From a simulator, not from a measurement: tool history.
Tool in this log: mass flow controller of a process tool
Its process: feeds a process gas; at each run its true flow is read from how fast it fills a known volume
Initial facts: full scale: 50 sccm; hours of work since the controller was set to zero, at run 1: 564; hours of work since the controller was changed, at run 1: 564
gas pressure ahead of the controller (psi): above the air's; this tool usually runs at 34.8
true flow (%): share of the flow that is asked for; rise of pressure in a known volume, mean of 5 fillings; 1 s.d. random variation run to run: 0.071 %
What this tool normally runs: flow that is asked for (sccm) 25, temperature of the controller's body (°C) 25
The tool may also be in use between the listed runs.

run    hour  flow that is asked for (sccm)  gas pressure ahead of the controller (psi)  temperature of the controller's body (°C)  hours of work since the controller was set to zero  hours of work since the controller was changed  true flow (%)
  1       0                             25                                        34.8                                         25                                                 564                                             564          99.81
  2    69.2                             25                                        34.8                                         25                                                 618                                             618          99.66
  3   124.1                             25                                        34.8                                         25                                                 660                                             660          99.59
  4   212.5                             25                                        34.8                                         25                                                 728                                             728          99.53
  5   253.1                             25                                        32.9                                         25                                                 759                                             759          99.34
  6   321.1                             25                                        31.3                                         25                                                 811                                             811          99.51
  7   362.8                             25                                        31.3                                         25                                                 843                                             843          99.44
  8   453.5                             25                                        31.3                                         25                                                 913                                             913          99.43
  9   539.1                             25                                        34.8                                         25                                                 979                                             979          99.33
 10   616.3                             25                                        34.8                                         29                                                1038                                            1038          99.45
 11   692.9                             25                                        34.8                                         29                                                1097                                            1097          99.58
 12   769.5                             25                                        34.8                                         29                                                1156                                            1156           99.2
 13   814.2                             25                                        34.8                                         29                                                1191                                            1191          99.43
 14   891.6                             25                                        34.8                                         29                                                1250                                            1250          99.17
 15   965.1                             25                                        30.7                                         25                                                1307                                            1307          98.97
 16  1025.4                             25                                        30.7                                         25                                                1353                                            1353          98.93
 17  1084.5                             27                                        34.8                                         25                                                1399                                            1399          98.96
 18  1150.2                             27                                        34.8                                         25                                                1449                                            1449          98.84
 19  1238.6                             27                                        34.8                                         25                                                1517                                            1517          98.86
 20  1313.6                             27                                        34.8                                         25                                                1575                                            1575          98.72
 21    1392                             27                                        34.8                                         25                                                1635                                            1635          98.66
 22  1449.1                             25                                          28                                         25                                                1679                                            1679          98.65
 23  1502.3                             24                                        26.1                                         28                                                1720                                            1720          99.01
 24  1568.1                             45                                        34.8                                         26                                                1771                                            1771          98.66
 25  1622.6                             45                                        34.8                                         26                                                1813                                            1813           98.6
 26  1667.3                             45                                          29                                         39                                                1847                                            1847          99.79
 27  1717.7                             14                                        34.8                                         29                                                1886                                            1886           98.6
 28  1804.8                             30                                        25.2                                         25                                                1953                                            1953          98.42
 29    1874                             38                                        24.5                                         36                                                2006                                            2006          99.31
 30  1929.7                              5                                        24.5                                         36                                                2049                                            2049          98.95
 31  1975.1                             11                                        34.4                                         22                                                2084                                            2084          97.91
 32  2029.7                             28                                          26                                         23                                                2126                                            2126          98.07
 33  2070.9                             16                                          28                                         23                                                2157                                            2157          97.88
 34    2161                             16                                          28                                         23                                                2227                                            2227          97.92
 35  2245.6                             25                                        34.8                                         23                                                2292                                            2292          97.81
 36  2291.6                             12                                        34.8                                         39                                                2327                                            2327          98.96
 37  2368.9                             12                                        34.8                                         39                                                2387                                            2387           98.9
 38    2439                             12                                        34.8                                         39                                                2440                                            2440          98.74
 39  2521.5                              9                                        30.9                                         35                                                2504                                            2504          98.42
 40  2606.1                             39                                        36.3                                         33                                                2569                                            2569          98.49
     2614.1  -- gauge calibrated
 41  2648.9                             39                                        36.3                                         33                                                2602                                            2602         100.41
 42  2719.9                             50                                        28.6                                         34                                                2657                                            2657         100.49

What if the next run were any one of these 3? Each begins from the tool's condition after run 42:
  A  2763.4                             13                                          40                                         25                                                2690                                            2690              ?
  B  2763.4                             50                                        22.2                                         34                                                2690                                            2690              ?
  C  2763.4                             25                                        26.1                                         25                                                2690                                            2690              ?

run  true flow (%)
  A          99.46
  B         100.71
  C           99.8
Stripped of hidden state, with their random variation kept, the same runs would have yielded:
run  true flow (%)
  A          99.57
  B         100.81
  C          99.91
